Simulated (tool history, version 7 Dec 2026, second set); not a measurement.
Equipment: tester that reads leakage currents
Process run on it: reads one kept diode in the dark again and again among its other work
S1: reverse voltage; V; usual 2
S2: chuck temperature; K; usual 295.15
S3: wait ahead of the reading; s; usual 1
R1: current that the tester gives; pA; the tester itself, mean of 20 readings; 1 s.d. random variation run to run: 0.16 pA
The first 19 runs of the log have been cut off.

run    hour     S1      S2    S3       R1
 20  2464.1  19.22  322.15  2.29  1071.99
 21    2624   5.82  307.15  1.03   224.71
 22  2826.2   3.51  303.15  0.53   135.34
     2866.8  -- chuck's temperature calibrated
     3019.5  -- probe card cleaned and baked
 23  3036.9   3.51  298.15  1.43    82.75
 24  3243.7    3.1  322.15  4.19   500.47
 25    3391      2  317.15     1   295.29
 26  3601.4      2  320.15  2.34   370.98
 27  3753.8      2  320.15  2.34   375.05
 28    3925   9.84  317.15  9.41   571.88
 29  4084.4   1.31  308.15  8.99   132.63
 30  4190.7   2.53  316.15  0.74   314.77
     4209.2  -- chuck's temperature calibrated
 31  4351.4    1.8  309.15  1.02   150.95
 32  4511.2    1.8  309.15  1.02   152.05

Forecast each of these 5 alternatives for the next run:
  A  4653.7   1.8  311.15  1.02   ?
  B  4653.7   1.8  309.15  4.17   ?
  C  4653.7  6.91  311.15  0.85   ?
  D  4653.7  2.22  309.15  1.02   ?
  E  4653.7  1.29  295.15     1   ?

run      R1
  A  179.87
  B  154.19
  C  308.04
  D  168.48
  E   43.92
With no hidden state in the tool, these same runs would have given:
run      R1
  A  176.01
  B  150.78
  C   300.1
  D  164.66
  E   42.65
